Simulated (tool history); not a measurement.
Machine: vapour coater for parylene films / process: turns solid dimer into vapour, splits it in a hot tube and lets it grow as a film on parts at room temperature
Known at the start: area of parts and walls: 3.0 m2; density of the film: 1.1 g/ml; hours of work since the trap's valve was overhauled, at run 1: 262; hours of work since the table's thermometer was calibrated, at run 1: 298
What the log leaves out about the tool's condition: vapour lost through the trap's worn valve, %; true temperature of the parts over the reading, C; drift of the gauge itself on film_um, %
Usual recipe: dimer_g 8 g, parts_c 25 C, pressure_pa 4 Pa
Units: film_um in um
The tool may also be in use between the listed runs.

run,hour,dimer_g,parts_c,pressure_pa,hours of work since the trap's valve was overhauled,hours of work since the table's thermometer was calibrated,film_um
1,0,8,25,4,262,298,1.17
2,10.9,8,20,4,267,304,1.44
3,30.1,8,31,4,277,314,0.91
4,40.2,8,31,4,282,319,0.93
5,60.1,8,31,4,292,329,0.88
6,80.4,8,31,3.05,303,339,0.88
7,92.8,8,25,2.33,309,346,1.22
8,102.7,8,25,2.33,314,351,1.23
9,126.3,8,25,4,326,363,1.12
10,147.9,8,25,4,337,374,1.15
11,168.7,8,25,4,348,384,1.15
12,189.6,10,20,4,358,395,1.76
# hour 192.5: table's thermometer calibrated
13,208.6,10,20,4,367,8,1.82
14,230.9,10,20,4,379,20,1.72
# hour 241.7: table's thermometer calibrated, once more
15,251.9,10,20,4,389,5,1.82
16,275,10,20,4,401,17,1.82
17,285.3,10,20,4,406,22,1.78
18,296.6,8,25,10.47,412,28,1.06
19,320.1,8,25,10.47,424,40,1.02
20,334.3,8,25,10.47,431,47,0.99
21,358.2,8,25,10.47,443,59,1.03
22,378.5,9,36,6.71,453,70,0.7

Below are 3 alternative next runs, each starting from the tool's condition after run 22. Predict each:
A,401.9,9,26,4,465,82,?
B,401.9,12,36,2.31,465,82,?
C,401.9,9,22,7,465,82,?

run,film_um
A,1.21
B,1.12
C,1.39
With no hidden state in the tool, these same runs would have given:
run,film_um
A,1.36
B,1.26
C,1.56
